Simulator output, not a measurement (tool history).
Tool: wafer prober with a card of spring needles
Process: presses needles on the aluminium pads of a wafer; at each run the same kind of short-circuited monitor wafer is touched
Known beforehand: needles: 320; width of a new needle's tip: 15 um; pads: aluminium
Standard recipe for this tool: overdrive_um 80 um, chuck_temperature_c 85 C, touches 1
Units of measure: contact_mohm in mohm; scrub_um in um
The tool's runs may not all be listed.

Run 1, hour 0: usual settings. Result: contact_mohm 167 mohm, scrub_um 18.09 um.
At hour 5.6: tips cleaned on abrasive film.
At hour 13: tips cleaned on abrasive film.
At hour 22.2: tips cleaned on abrasive film.
At hour 31.4: tips cleaned on abrasive film.
At hour 40.6: tips cleaned on abrasive film.
At hour 48: tips cleaned on abrasive film.
Run 2, hour 52.6: usual settings. Result: contact_mohm 182 mohm, scrub_um 17.96 um.
At hour 56.4: tips cleaned on abrasive film.
At hour 65.6: tips cleaned on abrasive film.
At hour 74.8: tips cleaned on abrasive film.
At hour 84: tips cleaned on abrasive film.
At hour 93.3: tips cleaned on abrasive film.
Run 3, hour 100.2: usual settings. Result: contact_mohm 196 mohm, scrub_um 17.85 um.
At hour 102.1: tips cleaned on abrasive film.
At hour 111.3: tips cleaned on abrasive film.
At hour 118.7: tips cleaned on abrasive film.
At hour 127.9: tips cleaned on abrasive film.
At hour 135.3: tips cleaned on abrasive film.
At hour 142.7: tips cleaned on abrasive film.
At hour 151.9: tips cleaned on abrasive film.
Run 4, hour 156: usual settings. Result: contact_mohm 192 mohm, scrub_um 18.01 um.
At hour 159.7: tips cleaned on abrasive film.
At hour 168.9: tips cleaned on abrasive film.
At hour 178.1: tips cleaned on abrasive film.
At hour 185.5: tips cleaned on abrasive film.
At hour 194.7: tips cleaned on abrasive film.
At hour 202.1: tips cleaned on abrasive film.
At hour 211.4: tips cleaned on abrasive film.
At hour 220.6: tips cleaned on abrasive film.
Run 5, hour 226.2: usual settings. Result: contact_mohm 193 mohm, scrub_um 17.35 um.
At hour 228.1: tips cleaned on abrasive film.
At hour 237.3: tips cleaned on abrasive film.
At hour 246.5: tips cleaned on abrasive film.
At hour 253.9: tips cleaned on abrasive film.
At hour 263.1: tips cleaned on abrasive film.
At hour 272.4: tips cleaned on abrasive film.
At hour 278.1: height of the first contact set anew.
At hour 281.9: tips cleaned on abrasive film.
At hour 291.1: tips cleaned on abrasive film.
At hour 299.2: tips cleaned on abrasive film.
Run 6, hour 299.2: usual settings. Result: contact_mohm 154 mohm, scrub_um 19.43 um.
At hour 308.4: tips cleaned on abrasive film.
At hour 317.6: tips cleaned on abrasive film.
At hour 326.8: tips cleaned on abrasive film.
At hour 336.1: tips cleaned on abrasive film.
At hour 343.5: tips cleaned on abrasive film.
Run 7, hour 345.1: usual settings but overdrive_um 70 um. Result: contact_mohm 180 mohm, scrub_um 16.69 um.
At hour 352.4: tips cleaned on abrasive film.
At hour 359.8: tips cleaned on abrasive film.
At hour 369.1: tips cleaned on abrasive film.
At hour 378.3: tips cleaned on abrasive film.
At hour 387.5: tips cleaned on abrasive film.
At hour 396.7: tips cleaned on abrasive film.
At hour 405.9: tips cleaned on abrasive film.
At hour 415.1: tips cleaned on abrasive film.
Run 8, hour 415.4: usual settings but overdrive_um 70 um. Result: contact_mohm 164 mohm, scrub_um 16.31 um.
At hour 422.8: tips cleaned on abrasive film.
At hour 430.2: tips cleaned on abrasive film.
At hour 439.4: tips cleaned on abrasive film.
At hour 448.6: tips cleaned on abrasive film.
At hour 456: tips cleaned on abrasive film.
At hour 463.4: tips cleaned on abrasive film.
Run 9, hour 467: usual settings but overdrive_um 70 um. Result: contact_mohm 195 mohm, scrub_um 16.45 um.
At hour 472.5: tips cleaned on abrasive film.
At hour 481.8: tips cleaned on abrasive film.
At hour 493.8: card fitted with new needles.
At hour 503: tips cleaned on abrasive film.
At hour 510.4: tips cleaned on abrasive film.
At hour 519.6: tips cleaned on abrasive film.
At hour 528.8: tips cleaned on abrasive film.
At hour 538: tips cleaned on abrasive film.
At hour 547.2: tips cleaned on abrasive film.
At hour 556.4: tips cleaned on abrasive film.
Run 10, hour 561.5: usual settings but overdrive_um 70 um. Result: contact_mohm 163 mohm, scrub_um 16.56 um.
At hour 565.3: tips cleaned on abrasive film.
At hour 572.7: tips cleaned on abrasive film.
At hour 580.1: tips cleaned on abrasive film.
At hour 589.3: tips cleaned on abrasive film.
At hour 598.5: tips cleaned on abrasive film.
At hour 607.7: tips cleaned on abrasive film.
At hour 615.1: tips cleaned on abrasive film.
Run 11, hour 618.9: usual settings but overdrive_um 70 um. Result: contact_mohm 157 mohm, scrub_um 16.47 um.
At hour 622.7: tips cleaned on abrasive film.
At hour 630.1: tips cleaned on abrasive film.
At hour 639.3: tips cleaned on abrasive film.
At hour 646.7: tips cleaned on abrasive film.
At hour 654.1: tips cleaned on abrasive film.
At hour 663.3: tips cleaned on abrasive film.
Run 12, hour 667.9: usual settings but overdrive_um 73 um, chuck_temperature_c 88 C, touches 2. Result: contact_mohm 152 mohm, scrub_um 16.89 um.
At hour 671.7: tips cleaned on abrasive film.
At hour 680.9: tips cleaned on abrasive film.
At hour 690.1: tips cleaned on abrasive film.
At hour 699.3: tips cleaned on abrasive film.
At hour 708.5: tips cleaned on abrasive film.
Run 13, hour 712.3: usual settings but overdrive_um 62 um. Result: contact_mohm 169 mohm, scrub_um 14.13 um.
At hour 716: tips cleaned on abrasive film.
At hour 723.4: tips cleaned on abrasive film.
At hour 732.6: tips cleaned on abrasive film.
At hour 741.8: tips cleaned on abrasive film.
At hour 751: tips cleaned on abrasive film.
At hour 760.3: tips cleaned on abrasive film.
At hour 767.6: tips cleaned on abrasive film.
At hour 776.9: tips cleaned on abrasive film.
Run 14, hour 779.7: usual settings but overdrive_um 74 um, chuck_temperature_c 72 C, touches 2. Result: contact_mohm 152 mohm, scrub_um 16.95 um.
At hour 785.3: tips cleaned on abrasive film.
At hour 794.5: tips cleaned on abrasive film.
At hour 801.9: tips cleaned on abrasive film.
At hour 811.1: tips cleaned on abrasive film.
At hour 820.3: tips cleaned on abrasive film.
At hour 827.7: tips cleaned on abrasive film.
At hour 835.1: tips cleaned on abrasive film.
At hour 844.3: tips cleaned on abrasive film.
At hour 853.5: tips cleaned on abrasive film.
Run 15, hour 859: usual settings but overdrive_um 95 um, chuck_temperature_c 49 C, touches 3. Result: contact_mohm 138 mohm, scrub_um 21.79 um.
At hour 862.7: tips cleaned on abrasive film.
At hour 870.1: tips cleaned on abrasive film.
At hour 879.4: tips cleaned on abrasive film.
At hour 886.7: tips cleaned on abrasive film.
At hour 896: tips cleaned on abrasive film.
Run 16, hour 896.4: usual settings but overdrive_um 95 um, chuck_temperature_c 49 C, touches 3. Result: contact_mohm 138 mohm, scrub_um 21.39 um.
At hour 903.8: tips cleaned on abrasive film.
At hour 913: tips cleaned on abrasive film.
At hour 922.2: tips cleaned on abrasive film.
At hour 931.5: tips cleaned on abrasive film.
At hour 940.7: tips cleaned on abrasive film.
At hour 948.1: tips cleaned on abrasive film.
At hour 957.3: tips cleaned on abrasive film.
Run 17, hour 961.7: usual settings but overdrive_um 62 um. Result: contact_mohm 174 mohm, scrub_um 13.53 um.
At hour 965.4: tips cleaned on abrasive film.
At hour 972.8: tips cleaned on abrasive film.
At hour 980.2: tips cleaned on abrasive film.
At hour 989.4: tips cleaned on abrasive film.
At hour 998.6: tips cleaned on abrasive film.
At hour 1006.9: tips cleaned on abrasive film.
Run 18, hour 1006.9: usual settings but overdrive_um 78 um, chuck_temperature_c 76 C. Result: contact_mohm 146 mohm, scrub_um 17.52 um.
At hour 1014.3: tips cleaned on abrasive film.
At hour 1023.5: tips cleaned on abrasive film.
At hour 1032.7: tips cleaned on abrasive film.
At hour 1040.1: tips cleaned on abrasive film.
At hour 1049.3: tips cleaned on abrasive film.
At hour 1058.5: tips cleaned on abrasive film.
At hour 1067.7: tips cleaned on abrasive film.
At hour 1077: tips cleaned on abrasive film.
At hour 1084.9: tips cleaned on abrasive film.
Run 19, hour 1084.9: usual settings but overdrive_um 62 um, chuck_temperature_c 115 C, touches 2. Result: contact_mohm 162 mohm, scrub_um 13.15 um.
At hour 1092.3: tips cleaned on abrasive film.
At hour 1101.5: tips cleaned on abrasive film.
At hour 1110.8: tips cleaned on abrasive film.
At hour 1120: tips cleaned on abrasive film.
Run 20, hour 1124.8: usual settings but overdrive_um 62 um, chuck_temperature_c 115 C, touches 2. Result: contact_mohm 170 mohm, scrub_um 13.12 um.
At hour 1128.6: tips cleaned on abrasive film.
At hour 1137.8: tips cleaned on abrasive film.
At hour 1145.2: tips cleaned on abrasive film.
At hour 1154.4: tips cleaned on abrasive film.
At hour 1161.8: tips cleaned on abrasive film.
Run 21, hour 1162.4: usual settings but overdrive_um 65 um. Result: contact_mohm 158 mohm, scrub_um 13.62 um.
At hour 1169.8: tips cleaned on abrasive film.
At hour 1179: tips cleaned on abrasive film.
At hour 1188.2: tips cleaned on abrasive film.
At hour 1188.5: height of the first contact set anew.
At hour 1195.9: tips cleaned on abrasive film.
At hour 1205.1: tips cleaned on abrasive film.
At hour 1212.5: tips cleaned on abrasive film.
At hour 1221.7: tips cleaned on abrasive film.
At hour 1230.9: tips cleaned on abrasive film.
Run 22, hour 1235.1: usual settings but overdrive_um 72 um, chuck_temperature_c 39 C. Result: contact_mohm 157 mohm, scrub_um 17.46 um.

Each row is a separate what-if for the run after 22, all from the same tool condition, not one after another. Results?
At hour 1238.8: tips cleaned on abrasive film.
At hour 1246.2: tips cleaned on abrasive film.
At hour 1255.5: tips cleaned on abrasive film.
At hour 1264.7: tips cleaned on abrasive film.
Run A, hour 1271.9: usual settings but overdrive_um 70 um, chuck_temperature_c 80 C, touches 2. Result: contact_mohm ?, scrub_um ?.
At hour 1238.8: tips cleaned on abrasive film.
At hour 1246.2: tips cleaned on abrasive film.
At hour 1255.5: tips cleaned on abrasive film.
At hour 1264.7: tips cleaned on abrasive film.
Run B, hour 1271.9: usual settings but overdrive_um 78 um, chuck_temperature_c 68 C. Result: contact_mohm ?, scrub_um ?.
At hour 1238.8: tips cleaned on abrasive film.
At hour 1246.2: tips cleaned on abrasive film.
At hour 1255.5: tips cleaned on abrasive film.
At hour 1264.7: tips cleaned on abrasive film.
Run C, hour 1271.9: usual settings but overdrive_um 67 um, chuck_temperature_c 33 C, touches 2. Result: contact_mohm ?, scrub_um ?.
At hour 1238.8: tips cleaned on abrasive film.
At hour 1246.2: tips cleaned on abrasive film.
At hour 1255.5: tips cleaned on abrasive film.
At hour 1264.7: tips cleaned on abrasive film.
Run D, hour 1271.9: usual settings but overdrive_um 63 um. Result: contact_mohm ?, scrub_um ?.

run  contact_mohm  scrub_um
  A           166     16.81
  B           167      18.8
  C           160     16.02
  D           183     15.14
The same runs, with their run-to-run variation unchanged, on a tool lacking any hidden condition would have given:
run  contact_mohm  scrub_um
  A           146     17.04
  B           141     19.03
  C           138     16.24
  D           146     15.37
